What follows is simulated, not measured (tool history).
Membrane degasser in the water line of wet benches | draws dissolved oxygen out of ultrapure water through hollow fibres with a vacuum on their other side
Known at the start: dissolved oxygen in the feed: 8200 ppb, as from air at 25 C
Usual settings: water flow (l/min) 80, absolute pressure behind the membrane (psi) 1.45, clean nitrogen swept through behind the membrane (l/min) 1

run,hour,water flow (l/min),absolute pressure behind the membrane (psi),clean nitrogen swept through behind the membrane (l/min),dissolved oxygen in the water behind the degasser (ppb),pressure that the water loses in the fibres (psi)
1,0,80,1.45,1,992,4.266
2,311.6,80,1.45,1,990.8,4.279
3,485.5,80,1.45,1,995,4.244
4,647.8,80,1.45,1,992.3,4.277
# hour 888.7: vacuum gauge calibrated
5,975,80,1.45,1,995.7,4.27
6,1163,80,1.45,1,995.3,4.234
7,1368.8,48,1.45,1,629.8,2.583
8,1599.1,48,1.45,1,625.9,2.587
9,1784,48,1.45,1,629.8,2.524
10,2029.8,48,1.45,1,629,2.532
11,2248.4,80,1.12,1,738.9,4.263
# hour 2266.7: vacuum gauge calibrated, once more
# hour 2389.8: seals of the vacuum lines changed
12,2534.4,72,1.45,1,887.3,3.857
13,2865.7,72,1.45,1,878.6,3.841
14,3011.6,125,1.45,1,1560.1,6.695
15,3285.9,80,1.45,1,977.4,4.311
16,3470,80,2.92,1,1981.9,4.305
17,3641.9,80,2.92,1,1996.3,4.313
18,3921.7,56,3.51,0.64,2380.8,3.005
19,4185.7,56,3.51,0.64,2373.9,3.028
20,4416.7,56,3.51,0.64,2379,2.973
21,4610.4,79,2.06,1.01,1414.1,4.238
22,4849.1,115,1.45,1,1444.7,6.208
23,5183.5,115,1.45,1,1449.7,6.225
24,5487.9,111,1.45,1,1404.1,6.019
25,5731.2,111,1.45,1,1400,6.076
26,5893.5,67,1.45,1.95,543.9,3.643
27,6079.9,67,1.1,2,385.7,3.636
28,6218.9,67,1.1,2,388.4,3.633
29,6419.9,54,3.36,0.73,2084.8,2.924
30,6732.9,80,2.47,1.31,1476.3,4.334
31,6925.7,80,2.47,1.31,1474,4.348
32,7243.7,88,2.63,1.72,1464.5,4.84
33,7498.4,109,1.07,2.72,746.6,5.961

3 ways to go on from here, each from the tool as it stands after run 33. What would each give?
A,7717.3,80,1.45,0.44,?,?
B,7717.3,63,1.83,1,?,?
C,7717.3,109,1.07,0.95,?,?

run,dissolved oxygen in the water behind the degasser (ppb),pressure that the water loses in the fibres (psi)
A,1480.2,4.382
B,1039.5,3.443
C,1077.7,5.942
Without the tool's hidden state the same runs would have given:
run,dissolved oxygen in the water behind the degasser (ppb),pressure that the water loses in the fibres (psi)
A,1426.3,4.147
B,1008.9,3.258
C,992.6,5.622

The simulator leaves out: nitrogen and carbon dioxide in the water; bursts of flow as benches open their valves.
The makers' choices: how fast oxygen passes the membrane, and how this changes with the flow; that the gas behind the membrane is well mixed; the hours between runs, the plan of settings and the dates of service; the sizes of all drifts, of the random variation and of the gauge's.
